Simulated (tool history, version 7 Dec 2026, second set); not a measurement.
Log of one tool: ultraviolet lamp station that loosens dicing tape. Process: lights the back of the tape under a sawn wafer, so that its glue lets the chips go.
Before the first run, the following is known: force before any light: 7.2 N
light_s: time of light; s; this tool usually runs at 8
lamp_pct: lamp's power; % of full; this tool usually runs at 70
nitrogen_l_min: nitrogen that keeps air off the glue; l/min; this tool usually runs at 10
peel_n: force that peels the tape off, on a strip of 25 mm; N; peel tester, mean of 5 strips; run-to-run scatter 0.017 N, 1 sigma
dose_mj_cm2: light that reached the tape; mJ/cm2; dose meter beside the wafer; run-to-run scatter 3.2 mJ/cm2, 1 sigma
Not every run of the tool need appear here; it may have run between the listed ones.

run 1 day=0 | light_s=8 lamp_pct=70 nitrogen_l_min=10 | peel_n=0.991 dose_mj_cm2=459
run 2 day=0.312 | light_s=8 lamp_pct=70 nitrogen_l_min=10 | peel_n=0.994 dose_mj_cm2=465
run 3 day=0.546 | light_s=8 lamp_pct=70 nitrogen_l_min=10 | peel_n=0.961 dose_mj_cm2=458
run 4 day=0.9 | light_s=8 lamp_pct=70 nitrogen_l_min=10 | peel_n=0.944 dose_mj_cm2=461
run 5 day=1.396 | light_s=8 lamp_pct=70 nitrogen_l_min=10 | peel_n=0.962 dose_mj_cm2=459
run 6 day=1.625 | light_s=8 lamp_pct=70 nitrogen_l_min=10 | peel_n=0.999 dose_mj_cm2=459
run 7 day=1.938 | light_s=8 lamp_pct=70 nitrogen_l_min=10 | peel_n=0.995 dose_mj_cm2=452
run 8 day=2.167 | light_s=7 lamp_pct=70 nitrogen_l_min=10 | peel_n=1.264 dose_mj_cm2=397
run 9 day=2.571 | light_s=16 lamp_pct=70 nitrogen_l_min=10 | peel_n=0.188 dose_mj_cm2=903
run 10 day=3.017 | light_s=16 lamp_pct=70 nitrogen_l_min=5 | peel_n=0.403 dose_mj_cm2=904
run 11 day=3.312 | light_s=16 lamp_pct=70 nitrogen_l_min=5 | peel_n=0.368 dose_mj_cm2=904
run 12 day=3.546 | light_s=16 lamp_pct=70 nitrogen_l_min=5 | peel_n=0.401 dose_mj_cm2=898
-- day=3.604 window cleaned of glue's vapour
run 13 day=4.1 | light_s=6 lamp_pct=70 nitrogen_l_min=10 | peel_n=1.773 dose_mj_cm2=314
-- day=4.629 window cleaned of glue's vapour, once more
run 14 day=4.629 | light_s=8 lamp_pct=63 nitrogen_l_min=10 | peel_n=1.061 dose_mj_cm2=429
run 15 day=5.162 | light_s=8 lamp_pct=63 nitrogen_l_min=10 | peel_n=1.075 dose_mj_cm2=433
run 16 day=5.717 | light_s=8 lamp_pct=63 nitrogen_l_min=10 | peel_n=1.109 dose_mj_cm2=422
run 17 day=6.033 | light_s=8 lamp_pct=74 nitrogen_l_min=10 | peel_n=0.799 dose_mj_cm2=505
run 18 day=6.375 | light_s=8 lamp_pct=70 nitrogen_l_min=10 | peel_n=0.911 dose_mj_cm2=476
run 19 day=6.846 | light_s=8 lamp_pct=61 nitrogen_l_min=10 | peel_n=1.135 dose_mj_cm2=412
run 20 day=7.183 | light_s=8 lamp_pct=61 nitrogen_l_min=10 | peel_n=1.189 dose_mj_cm2=415
run 21 day=7.483 | light_s=11 lamp_pct=61 nitrogen_l_min=4 | peel_n=1.233 dose_mj_cm2=553
run 22 day=7.867 | light_s=7 lamp_pct=93 nitrogen_l_min=10 | peel_n=0.704 dose_mj_cm2=546
run 23 day=8.4 | light_s=7 lamp_pct=93 nitrogen_l_min=10 | peel_n=0.673 dose_mj_cm2=533
run 24 day=8.7 | light_s=7 lamp_pct=93 nitrogen_l_min=10 | peel_n=0.7 dose_mj_cm2=538
run 25 day=9.196 | light_s=7 lamp_pct=93 nitrogen_l_min=10 | peel_n=0.694 dose_mj_cm2=539
run 26 day=9.729 | light_s=7 lamp_pct=93 nitrogen_l_min=10 | peel_n=0.734 dose_mj_cm2=537
run 27 day=10.275 | light_s=8 lamp_pct=89 nitrogen_l_min=18 | peel_n=0.383 dose_mj_cm2=581
run 28 day=10.538 | light_s=8 lamp_pct=89 nitrogen_l_min=18 | peel_n=0.388 dose_mj_cm2=577
run 29 day=10.871 | light_s=4 lamp_pct=67 nitrogen_l_min=18 | peel_n=2.254 dose_mj_cm2=216
run 30 day=11.142 | light_s=7 lamp_pct=73 nitrogen_l_min=18 | peel_n=0.815 dose_mj_cm2=412
run 31 day=11.421 | light_s=14 lamp_pct=74 nitrogen_l_min=10 | peel_n=0.237 dose_mj_cm2=840
run 32 day=11.804 | light_s=8 lamp_pct=64 nitrogen_l_min=4 | peel_n=1.962 dose_mj_cm2=415
run 33 day=12.117 | light_s=8 lamp_pct=84 nitrogen_l_min=10 | peel_n=0.709 dose_mj_cm2=546
run 34 day=12.504 | light_s=13 lamp_pct=71 nitrogen_l_min=16 | peel_n=0.237 dose_mj_cm2=738
run 35 day=12.846 | light_s=13 lamp_pct=62 nitrogen_l_min=16 | peel_n=0.321 dose_mj_cm2=644
run 36 day=13.225 | light_s=13 lamp_pct=62 nitrogen_l_min=16 | peel_n=0.307 dose_mj_cm2=641
run 37 day=13.467 | light_s=6 lamp_pct=62 nitrogen_l_min=11 | peel_n=1.917 dose_mj_cm2=300
run 38 day=13.833 | light_s=8 lamp_pct=70 nitrogen_l_min=4 | peel_n=1.745 dose_mj_cm2=447
run 39 day=14.158 | light_s=9 lamp_pct=84 nitrogen_l_min=10 | peel_n=0.554 dose_mj_cm2=596

Alternative continuations, all from the tool just after run 39; predict every row:
run A day=14.679 | light_s=6 lamp_pct=89 nitrogen_l_min=4 | peel_n=? dose_mj_cm2=?
run B day=14.679 | light_s=10 lamp_pct=97 nitrogen_l_min=9 | peel_n=? dose_mj_cm2=?
run C day=14.679 | light_s=9 lamp_pct=84 nitrogen_l_min=4 | peel_n=? dose_mj_cm2=?

run=A peel_n=1.936 dose_mj_cm2=420
run=B peel_n=0.321 dose_mj_cm2=765
run=C peel_n=1.109 dose_mj_cm2=599
Had the tool no hidden state, the same runs would have come out as:
run=A peel_n=1.607 dose_mj_cm2=481
run=B peel_n=0.225 dose_mj_cm2=876
run=C peel_n=0.859 dose_mj_cm2=685
